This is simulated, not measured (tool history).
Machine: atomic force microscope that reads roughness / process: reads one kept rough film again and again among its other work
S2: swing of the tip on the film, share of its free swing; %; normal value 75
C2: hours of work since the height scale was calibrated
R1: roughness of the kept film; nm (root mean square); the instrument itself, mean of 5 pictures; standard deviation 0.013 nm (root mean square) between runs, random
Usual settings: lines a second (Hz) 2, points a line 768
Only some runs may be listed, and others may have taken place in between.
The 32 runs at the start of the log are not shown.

{"hour": 1443.7, "done": "new tip fitted"}
{"run": 33, "hour": 1443.7, "lines a second (Hz)": 1.07, "S2": 81, "points a line": 445, "pictures with this tip": 0, "C2": 1350, "R1": 3.078}
{"run": 34, "hour": 1480.0, "lines a second (Hz)": 1.15, "S2": 79, "points a line": 768, "pictures with this tip": 39, "C2": 1373, "R1": 3.026}
{"run": 35, "hour": 1539.8, "lines a second (Hz)": 3.58, "S2": 84, "points a line": 768, "pictures with this tip": 103, "C2": 1410, "R1": 2.541}
{"run": 36, "hour": 1581.7, "lines a second (Hz)": 1.09, "S2": 75, "points a line": 768, "pictures with this tip": 149, "C2": 1435, "R1": 2.98}
{"hour": 1611.4, "done": "new tip fitted"}
{"run": 37, "hour": 1629.2, "lines a second (Hz)": 0.66, "S2": 58, "points a line": 881, "pictures with this tip": 19, "C2": 1465, "R1": 3.213}
{"run": 38, "hour": 1658.7, "lines a second (Hz)": 2.61, "S2": 79, "points a line": 768, "pictures with this tip": 51, "C2": 1483, "R1": 2.803}
{"run": 39, "hour": 1709.2, "lines a second (Hz)": 2.61, "S2": 79, "points a line": 768, "pictures with this tip": 106, "C2": 1514, "R1": 2.747}
{"run": 40, "hour": 1755.7, "lines a second (Hz)": 1.45, "S2": 57, "points a line": 927, "pictures with this tip": 156, "C2": 1543, "R1": 3.023}
{"hour": 1775.8, "done": "new tip fitted"}
{"run": 41, "hour": 1804.8, "lines a second (Hz)": 0.75, "S2": 57, "points a line": 691, "pictures with this tip": 31, "C2": 1573, "R1": 3.175}
{"run": 42, "hour": 1855.3, "lines a second (Hz)": 0.75, "S2": 57, "points a line": 691, "pictures with this tip": 86, "C2": 1604, "R1": 3.1}
{"run": 43, "hour": 1913.6, "lines a second (Hz)": 3.28, "S2": 73, "points a line": 545, "pictures with this tip": 149, "C2": 1640, "R1": 2.737}
{"hour": 1943.9, "done": "new tip fitted"}
{"run": 44, "hour": 1959.6, "lines a second (Hz)": 2, "S2": 75, "points a line": 759, "pictures with this tip": 17, "C2": 1668, "R1": 2.987}
{"run": 45, "hour": 1986.8, "lines a second (Hz)": 2, "S2": 75, "points a line": 759, "pictures with this tip": 46, "C2": 1685, "R1": 2.961}
{"run": 46, "hour": 2034.7, "lines a second (Hz)": 2, "S2": 75, "points a line": 759, "pictures with this tip": 98, "C2": 1715, "R1": 2.896}
{"run": 47, "hour": 2079.7, "lines a second (Hz)": 2, "S2": 75, "points a line": 759, "pictures with this tip": 146, "C2": 1743, "R1": 2.84}
{"hour": 2112.2, "done": "new tip fitted"}
{"run": 48, "hour": 2118.4, "lines a second (Hz)": 2, "S2": 75, "points a line": 759, "pictures with this tip": 7, "C2": 1766, "R1": 3.026}
{"run": 49, "hour": 2160.5, "lines a second (Hz)": 1.17, "S2": 57, "points a line": 344, "pictures with this tip": 52, "C2": 1792, "R1": 3.112}
{"run": 50, "hour": 2207.7, "lines a second (Hz)": 2.88, "S2": 73, "points a line": 807, "pictures with this tip": 103, "C2": 1821, "R1": 2.837}
{"run": 51, "hour": 2247.7, "lines a second (Hz)": 2.88, "S2": 73, "points a line": 807, "pictures with this tip": 146, "C2": 1846, "R1": 2.786}

Consider 5 possible next runs. They are alternatives, not a sequence: every one starts from the tool as it was left by run 51. What does each give?
{"hour": 2280.7, "done": "new tip fitted"}
{"run": "A", "hour": 2293.4, "lines a second (Hz)": 2, "S2": 55, "points a line": 388, "pictures with this tip": 14, "C2": 1874, "R1": "?"}
{"hour": 2280.7, "done": "new tip fitted"}
{"run": "B", "hour": 2293.4, "lines a second (Hz)": 1.47, "S2": 83, "points a line": 607, "pictures with this tip": 14, "C2": 1874, "R1": "?"}
{"hour": 2280.7, "done": "new tip fitted"}
{"run": "C", "hour": 2293.4, "lines a second (Hz)": 1.56, "S2": 73, "points a line": 327, "pictures with this tip": 14, "C2": 1874, "R1": "?"}
{"hour": 2280.7, "done": "new tip fitted"}
{"run": "D", "hour": 2293.4, "lines a second (Hz)": 2, "S2": 59, "points a line": 430, "pictures with this tip": 14, "C2": 1874, "R1": "?"}
{"hour": 2280.7, "done": "new tip fitted"}
{"run": "E", "hour": 2293.4, "lines a second (Hz)": 2.56, "S2": 73, "points a line": 807, "pictures with this tip": 14, "C2": 1874, "R1": "?"}

run=A R1=3.156
run=B R1=2.948
run=C R1=3.078
run=D R1=3.121
run=E R1=2.945
What these runs would have given with no unlogged condition in the tool:
run=A R1=3.223
run=B R1=3.01
run=C R1=3.142
run=D R1=3.187
run=E R1=3.007
